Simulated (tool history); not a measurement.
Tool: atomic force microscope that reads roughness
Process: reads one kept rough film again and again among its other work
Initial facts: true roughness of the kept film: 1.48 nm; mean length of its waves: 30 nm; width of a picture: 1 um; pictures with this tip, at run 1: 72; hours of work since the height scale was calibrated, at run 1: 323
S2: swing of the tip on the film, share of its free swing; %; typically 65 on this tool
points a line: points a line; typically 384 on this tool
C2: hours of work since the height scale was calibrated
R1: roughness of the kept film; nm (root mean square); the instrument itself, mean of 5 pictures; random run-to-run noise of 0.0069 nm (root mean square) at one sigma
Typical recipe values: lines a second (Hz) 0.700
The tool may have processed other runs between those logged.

run 1 hour=0.0 | lines_a_second_(Hz)=0.700 S2=65 points_a_line=384 | pictures_with_this_tip=72 C2=323 | R1=1.400
-- hour=8.7 new tip fitted
run 2 hour=17.8 | lines_a_second_(Hz)=0.700 S2=65 points_a_line=384 | pictures_with_this_tip=13 C2=330 | R1=1.396
run 3 hour=27.6 | lines_a_second_(Hz)=0.700 S2=65 points_a_line=384 | pictures_with_this_tip=28 C2=335 | R1=1.403
run 4 hour=39.8 | lines_a_second_(Hz)=1.067 S2=65 points_a_line=384 | pictures_with_this_tip=46 C2=340 | R1=1.387
run 5 hour=52.5 | lines_a_second_(Hz)=1.067 S2=65 points_a_line=384 | pictures_with_this_tip=65 C2=346 | R1=1.385
-- hour=66.2 new tip fitted
run 6 hour=68.6 | lines_a_second_(Hz)=1.067 S2=65 points_a_line=384 | pictures_with_this_tip=3 C2=353 | R1=1.380
run 7 hour=89.5 | lines_a_second_(Hz)=0.700 S2=58 points_a_line=384 | pictures_with_this_tip=34 C2=362 | R1=1.413
run 8 hour=110.4 | lines_a_second_(Hz)=0.700 S2=58 points_a_line=384 | pictures_with_this_tip=65 C2=371 | R1=1.408
run 9 hour=120.9 | lines_a_second_(Hz)=0.700 S2=67 points_a_line=384 | pictures_with_this_tip=80 C2=375 | R1=1.398
-- hour=124.9 new tip fitted
run 10 hour=137.1 | lines_a_second_(Hz)=0.700 S2=67 points_a_line=384 | pictures_with_this_tip=18 C2=382 | R1=1.398
run 11 hour=155.3 | lines_a_second_(Hz)=0.787 S2=65 points_a_line=384 | pictures_with_this_tip=45 C2=390 | R1=1.390
run 12 hour=165.7 | lines_a_second_(Hz)=0.787 S2=65 points_a_line=384 | pictures_with_this_tip=60 C2=395 | R1=1.398
-- hour=182.4 new tip fitted
run 13 hour=189.3 | lines_a_second_(Hz)=0.700 S2=81 points_a_line=384 | pictures_with_this_tip=10 C2=405 | R1=1.372
run 14 hour=209.3 | lines_a_second_(Hz)=0.700 S2=81 points_a_line=384 | pictures_with_this_tip=40 C2=414 | R1=1.356
run 15 hour=227.8 | lines_a_second_(Hz)=0.700 S2=65 points_a_line=384 | pictures_with_this_tip=67 C2=422 | R1=1.404
-- hour=239.7 new tip fitted
run 16 hour=239.7 | lines_a_second_(Hz)=0.700 S2=58 points_a_line=384 | pictures_with_this_tip=0 C2=427 | R1=1.409
run 17 hour=254.9 | lines_a_second_(Hz)=0.700 S2=58 points_a_line=384 | pictures_with_this_tip=22 C2=434 | R1=1.402
run 18 hour=269.4 | lines_a_second_(Hz)=0.700 S2=58 points_a_line=384 | pictures_with_this_tip=43 C2=440 | R1=1.397
run 19 hour=287.9 | lines_a_second_(Hz)=0.700 S2=65 points_a_line=303 | pictures_with_this_tip=71 C2=448 | R1=1.387
-- hour=297.5 new tip fitted
run 20 hour=308.5 | lines_a_second_(Hz)=0.700 S2=65 points_a_line=303 | pictures_with_this_tip=16 C2=457 | R1=1.395
run 21 hour=330.6 | lines_a_second_(Hz)=0.700 S2=65 points_a_line=303 | pictures_with_this_tip=49 C2=467 | R1=1.391
run 22 hour=341.4 | lines_a_second_(Hz)=0.700 S2=74 points_a_line=384 | pictures_with_this_tip=65 C2=471 | R1=1.389
-- hour=355.5 new tip fitted
run 23 hour=364.8 | lines_a_second_(Hz)=0.700 S2=55 points_a_line=438 | pictures_with_this_tip=13 C2=481 | R1=1.401
run 24 hour=380.0 | lines_a_second_(Hz)=3.300 S2=55 points_a_line=505 | pictures_with_this_tip=36 C2=488 | R1=1.361
run 25 hour=391.2 | lines_a_second_(Hz)=1.133 S2=76 points_a_line=419 | pictures_with_this_tip=52 C2=493 | R1=1.359
-- hour=413.3 new tip fitted
run 26 hour=413.3 | lines_a_second_(Hz)=0.535 S2=66 points_a_line=823 | pictures_with_this_tip=0 C2=503 | R1=1.411
run 27 hour=422.9 | lines_a_second_(Hz)=2.432 S2=62 points_a_line=279 | pictures_with_this_tip=14 C2=507 | R1=1.351
run 28 hour=432.9 | lines_a_second_(Hz)=2.432 S2=62 points_a_line=279 | pictures_with_this_tip=29 C2=511 | R1=1.343
run 29 hour=451.5 | lines_a_second_(Hz)=1.548 S2=55 points_a_line=356 | pictures_with_this_tip=56 C2=519 | R1=1.385
-- hour=471.2 new tip fitted
run 30 hour=471.5 | lines_a_second_(Hz)=0.700 S2=65 points_a_line=592 | pictures_with_this_tip=1 C2=528 | R1=1.407
run 31 hour=481.6 | lines_a_second_(Hz)=0.663 S2=67 points_a_line=577 | pictures_with_this_tip=16 C2=532 | R1=1.414
run 32 hour=495.0 | lines_a_second_(Hz)=0.663 S2=86 points_a_line=448 | pictures_with_this_tip=35 C2=538 | R1=1.361
run 33 hour=509.3 | lines_a_second_(Hz)=0.663 S2=86 points_a_line=448 | pictures_with_this_tip=56 C2=545 | R1=1.352
run 34 hour=522.2 | lines_a_second_(Hz)=3.085 S2=65 points_a_line=919 | pictures_with_this_tip=75 C2=550 | R1=1.324
-- hour=530.0 new tip fitted
run 35 hour=539.8 | lines_a_second_(Hz)=3.085 S2=65 points_a_line=919 | pictures_with_this_tip=15 C2=558 | R1=1.336
run 36 hour=549.6 | lines_a_second_(Hz)=3.979 S2=68 points_a_line=384 | pictures_with_this_tip=29 C2=562 | R1=1.279
run 37 hour=567.2 | lines_a_second_(Hz)=0.700 S2=63 points_a_line=384 | pictures_with_this_tip=55 C2=570 | R1=1.402
-- hour=587.7 new tip fitted
run 38 hour=588.2 | lines_a_second_(Hz)=0.700 S2=63 points_a_line=384 | pictures_with_this_tip=1 C2=579 | R1=1.395
run 39 hour=600.5 | lines_a_second_(Hz)=0.700 S2=63 points_a_line=384 | pictures_with_this_tip=19 C2=584 | R1=1.398
run 40 hour=613.3 | lines_a_second_(Hz)=0.700 S2=65 points_a_line=691 | pictures_with_this_tip=38 C2=590 | R1=1.400
run 41 hour=624.4 | lines_a_second_(Hz)=2.270 S2=65 points_a_line=882 | pictures_with_this_tip=54 C2=595 | R1=1.364
run 42 hour=643.0 | lines_a_second_(Hz)=0.700 S2=65 points_a_line=917 | pictures_with_this_tip=82 C2=603 | R1=1.395
-- hour=645.2 new tip fitted
run 43 hour=658.9 | lines_a_second_(Hz)=0.700 S2=65 points_a_line=315 | pictures_with_this_tip=20 C2=610 | R1=1.396

What if the next run were any one of these 5? Each begins from the tool's condition after run 43:
run A hour=672.7 | lines_a_second_(Hz)=1.216 S2=86 points_a_line=536 | pictures_with_this_tip=41 C2=616 | R1=?
run B hour=672.7 | lines_a_second_(Hz)=0.700 S2=64 points_a_line=360 | pictures_with_this_tip=41 C2=616 | R1=?
run C hour=672.7 | lines_a_second_(Hz)=2.242 S2=74 points_a_line=315 | pictures_with_this_tip=41 C2=616 | R1=?
run D hour=672.7 | lines_a_second_(Hz)=1.096 S2=65 points_a_line=315 | pictures_with_this_tip=41 C2=616 | R1=?
run E hour=672.7 | lines_a_second_(Hz)=0.700 S2=79 points_a_line=315 | pictures_with_this_tip=41 C2=616 | R1=?

run=A R1=1.314
run=B R1=1.389
run=C R1=1.300
run=D R1=1.393
run=E R1=1.372
Without the tool's unlogged condition, the same runs would have read:
run=A R1=1.315
run=B R1=1.391
run=C R1=1.301
run=D R1=1.394
run=E R1=1.373

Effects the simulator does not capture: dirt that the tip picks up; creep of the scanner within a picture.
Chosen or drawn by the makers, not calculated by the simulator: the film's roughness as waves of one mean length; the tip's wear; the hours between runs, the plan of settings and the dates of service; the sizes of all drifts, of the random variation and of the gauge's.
